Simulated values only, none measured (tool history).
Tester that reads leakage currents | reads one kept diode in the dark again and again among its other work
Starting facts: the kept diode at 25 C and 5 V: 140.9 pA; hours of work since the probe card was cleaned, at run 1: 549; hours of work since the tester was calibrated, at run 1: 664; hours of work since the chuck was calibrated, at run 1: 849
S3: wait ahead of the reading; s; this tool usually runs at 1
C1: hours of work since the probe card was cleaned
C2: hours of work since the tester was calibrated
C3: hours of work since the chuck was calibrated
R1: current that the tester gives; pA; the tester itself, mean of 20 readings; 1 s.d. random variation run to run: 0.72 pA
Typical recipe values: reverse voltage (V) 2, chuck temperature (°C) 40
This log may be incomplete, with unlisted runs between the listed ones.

{"run": 1, "hour": 0.0, "reverse voltage (V)": 2, "chuck temperature (°C)": 40, "S3": 1, "C1": 549, "C2": 664, "C3": 849, "R1": 238.94}
{"run": 2, "hour": 42.2, "reverse voltage (V)": 2, "chuck temperature (°C)": 23, "S3": 1, "C1": 570, "C2": 685, "C3": 870, "R1": 71.95}
{"run": 3, "hour": 123.9, "reverse voltage (V)": 2, "chuck temperature (°C)": 23, "S3": 0.97, "C1": 612, "C2": 727, "C3": 911, "R1": 72.39}
{"run": 4, "hour": 176.5, "reverse voltage (V)": 2, "chuck temperature (°C)": 23, "S3": 0.97, "C1": 638, "C2": 753, "C3": 938, "R1": 72.51}
{"run": 5, "hour": 240.4, "reverse voltage (V)": 2, "chuck temperature (°C)": 23, "S3": 0.97, "C1": 671, "C2": 786, "C3": 970, "R1": 72.43}
{"run": 6, "hour": 301.6, "reverse voltage (V)": 2.29, "chuck temperature (°C)": 23, "S3": 0.97, "C1": 702, "C2": 817, "C3": 1001, "R1": 78.46}
{"run": 7, "hour": 343.7, "reverse voltage (V)": 2, "chuck temperature (°C)": 40, "S3": 1, "C1": 723, "C2": 838, "C3": 1023, "R1": 239.55}
{"run": 8, "hour": 393.2, "reverse voltage (V)": 2, "chuck temperature (°C)": 40, "S3": 8.03, "C1": 748, "C2": 863, "C3": 1048, "R1": 239.34}
{"run": 9, "hour": 428.1, "reverse voltage (V)": 2, "chuck temperature (°C)": 40, "S3": 8.03, "C1": 765, "C2": 881, "C3": 1065, "R1": 238.42}
{"run": 10, "hour": 464.5, "reverse voltage (V)": 2, "chuck temperature (°C)": 40, "S3": 8.03, "C1": 784, "C2": 899, "C3": 1084, "R1": 239.54}
{"run": 11, "hour": 544.1, "reverse voltage (V)": 2, "chuck temperature (°C)": 40, "S3": 8.03, "C1": 824, "C2": 939, "C3": 1124, "R1": 238.19}
{"run": 12, "hour": 578.5, "reverse voltage (V)": 2, "chuck temperature (°C)": 40, "S3": 1, "C1": 842, "C2": 957, "C3": 1141, "R1": 238.65}
{"run": 13, "hour": 645.6, "reverse voltage (V)": 2, "chuck temperature (°C)": 40, "S3": 1, "C1": 876, "C2": 991, "C3": 1175, "R1": 239.42}
{"run": 14, "hour": 721.3, "reverse voltage (V)": 2, "chuck temperature (°C)": 58, "S3": 1, "C1": 914, "C2": 1029, "C3": 1214, "R1": 744.65}
{"run": 15, "hour": 757.5, "reverse voltage (V)": 2, "chuck temperature (°C)": 20, "S3": 1, "C1": 932, "C2": 1047, "C3": 1232, "R1": 57.73}
{"run": 16, "hour": 840.5, "reverse voltage (V)": 2, "chuck temperature (°C)": 20, "S3": 1, "C1": 974, "C2": 1089, "C3": 1274, "R1": 57.92}
{"run": 17, "hour": 891.4, "reverse voltage (V)": 3.9, "chuck temperature (°C)": 37, "S3": 6.18, "C1": 1000, "C2": 1115, "C3": 1300, "R1": 284.62}
{"run": 18, "hour": 936.7, "reverse voltage (V)": 1.31, "chuck temperature (°C)": 40, "S3": 6.27, "C1": 1023, "C2": 1138, "C3": 1322, "R1": 188.95}
{"run": 19, "hour": 979.2, "reverse voltage (V)": 1.31, "chuck temperature (°C)": 40, "S3": 8.48, "C1": 1044, "C2": 1159, "C3": 1344, "R1": 188.52}
{"run": 20, "hour": 1041.3, "reverse voltage (V)": 1.31, "chuck temperature (°C)": 40, "S3": 8.48, "C1": 1076, "C2": 1191, "C3": 1375, "R1": 187.68}
{"run": 21, "hour": 1101.9, "reverse voltage (V)": 1.31, "chuck temperature (°C)": 40, "S3": 8.48, "C1": 1106, "C2": 1221, "C3": 1406, "R1": 189.18}
{"run": 22, "hour": 1160.3, "reverse voltage (V)": 15.77, "chuck temperature (°C)": 40, "S3": 0.86, "C1": 1136, "C2": 1251, "C3": 1436, "R1": 774.34}
{"run": 23, "hour": 1241.9, "reverse voltage (V)": 9.57, "chuck temperature (°C)": 38, "S3": 7.28, "C1": 1177, "C2": 1292, "C3": 1477, "R1": 508.83}
{"run": 24, "hour": 1282.5, "reverse voltage (V)": 9.57, "chuck temperature (°C)": 38, "S3": 7.28, "C1": 1198, "C2": 1313, "C3": 1497, "R1": 506.28}
{"run": 25, "hour": 1333.6, "reverse voltage (V)": 1.02, "chuck temperature (°C)": 40, "S3": 1, "C1": 1223, "C2": 1339, "C3": 1523, "R1": 163.68}
{"run": 26, "hour": 1412.9, "reverse voltage (V)": 2.1, "chuck temperature (°C)": 40, "S3": 0.78, "C1": 1264, "C2": 1379, "C3": 1563, "R1": 246.61}
{"run": 27, "hour": 1461.7, "reverse voltage (V)": 2.1, "chuck temperature (°C)": 40, "S3": 0.78, "C1": 1288, "C2": 1403, "C3": 1588, "R1": 246.68}
{"run": 28, "hour": 1516.3, "reverse voltage (V)": 2.1, "chuck temperature (°C)": 40, "S3": 3.85, "C1": 1316, "C2": 1431, "C3": 1616, "R1": 246.13}
{"run": 29, "hour": 1581.0, "reverse voltage (V)": 2.1, "chuck temperature (°C)": 40, "S3": 0.86, "C1": 1349, "C2": 1464, "C3": 1648, "R1": 246.92}

Each row is a separate what-if for the run after 29, all from the same tool condition, not one after another. Results?
{"run": "A", "hour": 1623.1, "reverse voltage (V)": 4.31, "chuck temperature (°C)": 24, "S3": 2.79, "C1": 1370, "C2": 1485, "C3": 1670, "R1": "?"}
{"run": "B", "hour": 1623.1, "reverse voltage (V)": 15.05, "chuck temperature (°C)": 28, "S3": 0.72, "C1": 1370, "C2": 1485, "C3": 1670, "R1": "?"}
{"run": "C", "hour": 1623.1, "reverse voltage (V)": 12.9, "chuck temperature (°C)": 21, "S3": 5.1, "C1": 1370, "C2": 1485, "C3": 1670, "R1": "?"}
{"run": "D", "hour": 1623.1, "reverse voltage (V)": 13.08, "chuck temperature (°C)": 27, "S3": 0.86, "C1": 1370, "C2": 1485, "C3": 1670, "R1": "?"}

run=A R1=120.67
run=B R1=329.56
run=C R1=179.85
run=D R1=283.19
Stripped of hidden state, with their random variation kept, the same runs would have yielded:
run=A R1=120.82
run=B R1=329.89
run=C R1=179.98
run=D R1=283.47
